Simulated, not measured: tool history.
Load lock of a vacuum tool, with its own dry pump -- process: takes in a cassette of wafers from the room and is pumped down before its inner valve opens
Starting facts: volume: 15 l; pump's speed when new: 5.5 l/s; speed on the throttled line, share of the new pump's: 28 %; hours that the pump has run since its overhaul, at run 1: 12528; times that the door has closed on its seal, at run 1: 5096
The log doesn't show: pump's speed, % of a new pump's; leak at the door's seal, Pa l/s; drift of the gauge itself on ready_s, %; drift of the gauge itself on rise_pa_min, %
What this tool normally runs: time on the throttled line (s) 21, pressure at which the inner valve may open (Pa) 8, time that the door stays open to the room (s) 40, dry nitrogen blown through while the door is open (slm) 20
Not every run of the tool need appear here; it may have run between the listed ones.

| run | hour | time on the throttled line (s) | pressure at which the inner valve may open (Pa) | time that the door stays open to the room (s) | dry nitrogen blown through while the door is open (slm) | hours that the pump has run since its overhaul | times that the door has closed on its seal | incoming humidity of the room's air, % | time from the closed door until the inner valve may open (s) | rise of the pressure with all valves shut (Pa/min) |
|---|---|---|---|---|---|---|---|---|---|---|
| 1 | 0.0 | 21 | 8 | 40 | 20 | 12528 | 5096 | 47.1 | 46.3 | 0.069 |
| 2 | 100.2 | 23 | 8 | 40 | 20 | 12628 | 5269 | 42.7 | 49.0 | 0.069 |
| 3 | 143.4 | 21 | 8 | 136 | 20 | 12671 | 5343 | 47.8 | 48.0 | 0.091 |
| 4 | 219.0 | 21 | 8 | 40 | 8 | 12747 | 5473 | 44.3 | 47.4 | 0.081 |
| 5 | 299.7 | 21 | 12 | 40 | 20 | 12828 | 5612 | 44.3 | 46.1 | 0.071 |
| 6 | 382.4 | 21 | 12 | 40 | 20 | 12910 | 5755 | 47.8 | 45.8 | 0.077 |
| 7 | 424.8 | 21 | 13 | 40 | 20 | 12953 | 5828 | 47.7 | 45.3 | 0.077 |
| 8 | 500.9 | 21 | 13 | 40 | 20 | 13029 | 5959 | 48.1 | 45.4 | 0.074 |
| 9 | 578.8 | 21 | 13 | 40 | 20 | 13107 | 6093 | 48.0 | 46.0 | 0.076 |
| 10 | 657.1 | 21 | 8 | 40 | 20 | 13185 | 6228 | 46.0 | 46.9 | 0.076 |
| 11 | 744.4 | 21 | 8 | 40 | 20 | 13272 | 6378 | 43.8 | 47.4 | 0.079 |
| 12 | 811.8 | 21 | 8 | 40 | 20 | 13340 | 6494 | 45.5 | 47.4 | 0.083 |
| 13 | 912.4 | 21 | 8 | 40 | 20 | 13441 | 6668 | 42.2 | 47.7 | 0.081 |
| 14 | 963.6 | 21 | 8 | 40 | 20 | 13492 | 6756 | 45.2 | 47.6 | 0.084 |
| 15 | 1025.9 | 21 | 8 | 40 | 20 | 13554 | 6863 | 42.6 | 47.3 | 0.083 |
| 16 | 1068.0 | 21 | 8 | 40 | 20 | 13596 | 6936 | 43.9 | 47.5 | 0.083 |
| 17 | 1156.1 | 21 | 8 | 40 | 20 | 13684 | 7088 | 45.9 | 47.9 | 0.088 |
| 18 | 1219.8 | 24 | 8 | 40 | 20 | 13748 | 7197 | 47.0 | 49.4 | 0.094 |
| 19 | 1280.5 | 24 | 8 | 40 | 20 | 13809 | 7302 | 45.3 | 49.6 | 0.095 |
|  | 1333.7 | dry pump taken out, an overhauled one fitted |
| 20 | 1372.7 | 24 | 8 | 40 | 20 | 39 | 7450 | 47.3 | 43.5 | 0.093 |
| 21 | 1432.4 | 32 | 14 | 40 | 8 | 99 | 7553 | 47.7 | 47.8 | 0.098 |
| 22 | 1531.1 | 32 | 14 | 40 | 8 | 197 | 7723 | 44.7 | 47.6 | 0.098 |
| 23 | 1606.9 | 16 | 8 | 143 | 20 | 273 | 7854 | 45.9 | 37.4 | 0.121 |
| 24 | 1694.9 | 16 | 8 | 143 | 20 | 361 | 8006 | 45.7 | 37.6 | 0.124 |
| 25 | 1744.7 | 11 | 8 | 143 | 15 | 411 | 8091 | 40.9 | 34.1 | 0.120 |
| 26 | 1786.8 | 11 | 8 | 143 | 15 | 453 | 8164 | 44.7 | 33.5 | 0.129 |
| 27 | 1889.2 | 21 | 12 | 40 | 6 | 556 | 8340 | 45.7 | 40.4 | 0.110 |
| 28 | 1943.1 | 21 | 7 | 40 | 44 | 609 | 8433 | 47.5 | 41.8 | 0.098 |
| 29 | 2013.4 | 19 | 7 | 40 | 20 | 680 | 8554 | 45.8 | 40.1 | 0.100 |
| 30 | 2085.2 | 30 | 13 | 70 | 10 | 752 | 8678 | 46.6 | 45.6 | 0.130 |
| 31 | 2155.2 | 19 | 15 | 213 | 16 | 821 | 8798 | 46.7 | 37.8 | 0.148 |
| 32 | 2256.4 | 19 | 15 | 213 | 9 | 923 | 8973 | 47.7 | 38.9 | 0.163 |
| 33 | 2299.6 | 31 | 7 | 62 | 20 | 966 | 9047 | 45.5 | 49.0 | 0.119 |
| 34 | 2400.1 | 21 | 9 | 57 | 11 | 1066 | 9220 | 44.9 | 40.8 | 0.125 |
| 35 | 2456.5 | 10 | 14 | 178 | 11 | 1123 | 9317 | 43.4 | 32.0 | 0.162 |
| 36 | 2505.8 | 10 | 14 | 178 | 11 | 1172 | 9402 | 43.4 | 31.7 | 0.153 |
| 37 | 2549.1 | 10 | 14 | 178 | 11 | 1215 | 9477 | 47.2 | 31.7 | 0.160 |
| 38 | 2598.6 | 10 | 14 | 178 | 11 | 1265 | 9562 | 45.7 | 31.4 | 0.157 |

Some steps in time from the closed door until the inner valve may open (s) between neighbouring runs. How much of each would the tool show without its hidden state too (settings, what came in, random variation), and how much is left for the hidden state, with any gauge scatter that isn't in both results?
Run 2 -> 3: time on the throttled line (s) 23 -> 21, time that the door stays open to the room (s) 40 -> 136. time from the closed door until the inner valve may open (s) -1.0: hidden state +0.3, all else -1.3.
Run 9 -> 10: pressure at which the inner valve may open (Pa) 13 -> 8. time from the closed door until the inner valve may open (s) +0.9: hidden state +0.5, all else +0.4.
Run 19 -> 20: dry pump taken out, an overhauled one fitted. time from the closed door until the inner valve may open (s) -6.1: hidden state -6.5, all else +0.4.
Run 22 -> 23: time on the throttled line (s) 32 -> 16, pressure at which the inner valve may open (Pa) 14 -> 8, time that the door stays open to the room (s) 40 -> 143, dry nitrogen blown through while the door is open (slm) 8 -> 20. time from the closed door until the inner valve may open (s) -10.2: hidden state +0.1, all else -10.3.
Run 32 -> 33: time on the throttled line (s) 19 -> 31, pressure at which the inner valve may open (Pa) 15 -> 7, time that the door stays open to the room (s) 213 -> 62, dry nitrogen blown through while the door is open (slm) 9 -> 20. time from the closed door until the inner valve may open (s) +10.1: hidden state +0.0, all else +10.1.
Run 34 -> 35: time on the throttled line (s) 21 -> 10, pressure at which the inner valve may open (Pa) 9 -> 14, time that the door stays open to the room (s) 57 -> 178. time from the closed door until the inner valve may open (s) -8.8: hidden state +0.1, all else -8.9.
